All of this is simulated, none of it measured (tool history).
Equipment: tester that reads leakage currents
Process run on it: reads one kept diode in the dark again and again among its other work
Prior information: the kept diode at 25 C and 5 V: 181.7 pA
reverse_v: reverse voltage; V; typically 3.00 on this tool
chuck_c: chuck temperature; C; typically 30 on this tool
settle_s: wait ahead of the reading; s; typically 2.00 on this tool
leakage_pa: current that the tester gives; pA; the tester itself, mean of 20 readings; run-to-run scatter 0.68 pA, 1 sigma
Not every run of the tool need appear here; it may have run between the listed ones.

| run | hour | reverse_v | chuck_c | settle_s | leakage_pa |
|---|---|---|---|---|---|
| 1 | 0.0 | 3.00 | 30 | 2.00 | 212.04 |
| 2 | 72.1 | 3.00 | 30 | 2.00 | 210.66 |
| 3 | 142.8 | 3.00 | 30 | 2.00 | 208.67 |
| 4 | 240.3 | 3.00 | 37 | 2.00 | 369.64 |
| 5 | 296.1 | 3.00 | 37 | 2.00 | 370.55 |
|  | 320.8 | chuck's temperature calibrated |
| 6 | 372.2 | 3.00 | 20 | 2.00 | 94.59 |
| 7 | 476.5 | 2.51 | 26 | 0.37 | 148.20 |
| 8 | 562.3 | 2.51 | 26 | 0.37 | 146.22 |
| 9 | 653.2 | 3.39 | 34 | 8.67 | 323.79 |
| 10 | 754.6 | 2.43 | 23 | 0.32 | 110.72 |

Forecast run 11:
| 11 | 851.2 | 10.23 | 34 | 0.40 | ? |

leakage_pa: 524.57 pA
Were there no unlogged condition in the tool, this run, its random variation unchanged, would have produced leakage_pa 540.20 pA.
